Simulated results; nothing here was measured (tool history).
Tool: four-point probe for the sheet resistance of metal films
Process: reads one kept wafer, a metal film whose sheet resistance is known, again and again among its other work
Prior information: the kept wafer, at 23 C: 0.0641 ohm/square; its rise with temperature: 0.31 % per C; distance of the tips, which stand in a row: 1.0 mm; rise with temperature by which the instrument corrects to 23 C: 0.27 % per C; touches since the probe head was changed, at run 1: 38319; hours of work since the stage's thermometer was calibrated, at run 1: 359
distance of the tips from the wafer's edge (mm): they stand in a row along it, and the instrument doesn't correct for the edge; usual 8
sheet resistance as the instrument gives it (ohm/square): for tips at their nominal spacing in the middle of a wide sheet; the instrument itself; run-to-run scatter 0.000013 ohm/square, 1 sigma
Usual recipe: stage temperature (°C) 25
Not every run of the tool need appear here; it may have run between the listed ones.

run,day,stage temperature (°C),distance of the tips from the wafer's edge (mm),touches since the probe head was changed,hours of work since the stage's thermometer was calibrated,sheet resistance as the instrument gives it (ohm/square)
1,0.000,25,8,38319,359,0.065037
2,2.212,25,8,39408,387,0.065056
3,5.471,25,8,41014,429,0.065008
4,10.917,25,8,43696,499,0.065026
5,14.038,26,8,45232,540,0.065070
6,17.512,26,8,46943,584,0.065093
7,23.000,25,4,49646,655,0.066602
8,26.917,25,4,51574,705,0.066607
9,31.896,25,4,54026,769,0.066612
10,34.612,25,4,55364,804,0.066607
11,37.738,25,4,56904,845,0.066597
12,40.358,25,4,58193,878,0.066646
13,45.521,27,54,60737,945,0.064586
14,48.312,25,4,62111,981,0.066636
15,52.571,19,4,64209,1035,0.066427
16,55.225,20,3,65515,1070,0.067987
17,60.596,20,3,68159,1139,0.067998
18,64.021,20,3,69847,1183,0.068019
19,66.367,23,4,71001,1213,0.066578
20,71.004,19,13,73285,1273,0.064603
21,73.858,19,13,74692,1309,0.064582
22,77.679,19,13,76573,1359,0.064592
23,82.225,30,39,78811,1417,0.064723
24,85.158,22,51,80256,1455,0.064497

Forecast each of these 5 alternatives for the next run:
A,88.554,22,11,81928,1498,?
B,88.554,33,24,81928,1498,?
C,88.554,20,8,81928,1498,?
D,88.554,29,5,81928,1498,?
E,88.554,22,5,81928,1498,?

run,sheet resistance as the instrument gives it (ohm/square)
A,0.064740
B,0.064839
C,0.064966
D,0.066028
E,0.065863
Without the tool's hidden state the same runs would have given:
run,sheet resistance as the instrument gives it (ohm/square)
A,0.064333
B,0.064429
C,0.064559
D,0.065612
E,0.065449

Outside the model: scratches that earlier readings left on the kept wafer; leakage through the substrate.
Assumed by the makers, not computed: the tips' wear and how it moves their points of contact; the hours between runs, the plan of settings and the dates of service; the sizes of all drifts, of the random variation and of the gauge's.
